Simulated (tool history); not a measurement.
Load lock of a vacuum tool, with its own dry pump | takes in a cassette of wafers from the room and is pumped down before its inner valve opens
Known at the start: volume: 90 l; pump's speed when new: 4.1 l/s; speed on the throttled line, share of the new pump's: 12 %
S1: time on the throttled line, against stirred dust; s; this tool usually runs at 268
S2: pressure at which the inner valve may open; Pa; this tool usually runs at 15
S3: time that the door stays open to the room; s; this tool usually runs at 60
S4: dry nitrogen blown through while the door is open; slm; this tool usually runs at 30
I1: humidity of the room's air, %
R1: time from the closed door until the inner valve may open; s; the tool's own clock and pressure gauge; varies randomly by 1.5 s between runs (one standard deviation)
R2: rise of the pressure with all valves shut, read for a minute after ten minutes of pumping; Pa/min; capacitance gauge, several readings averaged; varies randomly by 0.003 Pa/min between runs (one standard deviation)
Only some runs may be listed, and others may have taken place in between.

| run | hour | S1 | S2 | S3 | S4 | I1 | R1 | R2 |
|---|---|---|---|---|---|---|---|---|
| 1 | 0.0 | 268 | 15 | 60 | 30 | 45.5 | 439.5 | 0.014 |
| 2 | 92.4 | 268 | 15 | 60 | 30 | 46.2 | 439.8 | 0.013 |
| 3 | 185.5 | 268 | 15 | 94 | 30 | 44.8 | 439.3 | 0.014 |
| 4 | 248.8 | 268 | 15 | 94 | 30 | 42.3 | 440.2 | 0.015 |
| 5 | 341.4 | 268 | 15 | 94 | 30 | 45.7 | 441.5 | 0.020 |
| 6 | 424.1 | 268 | 15 | 94 | 30 | 43.0 | 439.6 | 0.019 |
| 7 | 478.3 | 268 | 15 | 60 | 30 | 48.6 | 440.2 | 0.016 |
| 8 | 556.1 | 268 | 15 | 109 | 30 | 45.1 | 439.2 | 0.023 |
| 9 | 627.1 | 268 | 15 | 60 | 30 | 46.5 | 437.5 | 0.021 |
| 10 | 691.3 | 268 | 15 | 60 | 30 | 46.2 | 441.2 | 0.020 |
| 11 | 768.6 | 268 | 15 | 60 | 30 | 47.2 | 440.0 | 0.016 |
| 12 | 860.2 | 268 | 15 | 60 | 30 | 47.4 | 440.9 | 0.015 |
| 13 | 906.6 | 467 | 17 | 229 | 10 | 48.6 | 607.3 | 0.072 |
| 14 | 974.8 | 467 | 17 | 229 | 10 | 45.1 | 613.9 | 0.059 |
| 15 | 1016.0 | 467 | 17 | 229 | 10 | 46.7 | 607.7 | 0.068 |
| 16 | 1073.4 | 467 | 21 | 224 | 10 | 45.3 | 607.5 | 0.061 |
| 17 | 1140.8 | 243 | 21 | 35 | 10 | 46.4 | 409.9 | 0.020 |
| 18 | 1227.8 | 167 | 15 | 169 | 15 | 43.4 | 352.9 | 0.041 |
| 19 | 1287.1 | 268 | 15 | 83 | 10 | 47.4 | 439.9 | 0.035 |
| 20 | 1363.1 | 327 | 13 | 60 | 30 | 47.2 | 493.3 | 0.020 |
| 21 | 1440.7 | 517 | 25 | 50 | 5 | 45.3 | 643.2 | 0.036 |
| 22 | 1494.9 | 268 | 15 | 141 | 6 | 45.5 | 440.2 | 0.052 |

Selected run-to-run steps in R1, each split into two signed amounts: the part the tool would show with no hidden state at all (from settings, incoming material and random variation), and the remainder, which goes to the hidden state together with any gauge scatter not common to the measured and the hidden-state-free results:
What the log doesn't record here: pump's speed, % of a new pump's; leak at the door's seal, Pa l/s; drift of the gauge itself on ready_s, %; drift of the gauge itself on rise_pa_min, %.
Run 16 -> 17: S1 467 -> 243, S3 224 -> 35. R1 -197.6 s: hidden state +2.0, all else -199.6.
Run 20 -> 21: S1 327 -> 517, S2 13 -> 25, S3 60 -> 50, S4 30 -> 5. R1 +149.9 s: hidden state -2.7, all else +152.6.
Run 21 -> 22: S1 517 -> 268, S2 25 -> 15, S3 50 -> 141, S4 5 -> 6. R1 -203.0 s: hidden state +3.2, all else -206.2.

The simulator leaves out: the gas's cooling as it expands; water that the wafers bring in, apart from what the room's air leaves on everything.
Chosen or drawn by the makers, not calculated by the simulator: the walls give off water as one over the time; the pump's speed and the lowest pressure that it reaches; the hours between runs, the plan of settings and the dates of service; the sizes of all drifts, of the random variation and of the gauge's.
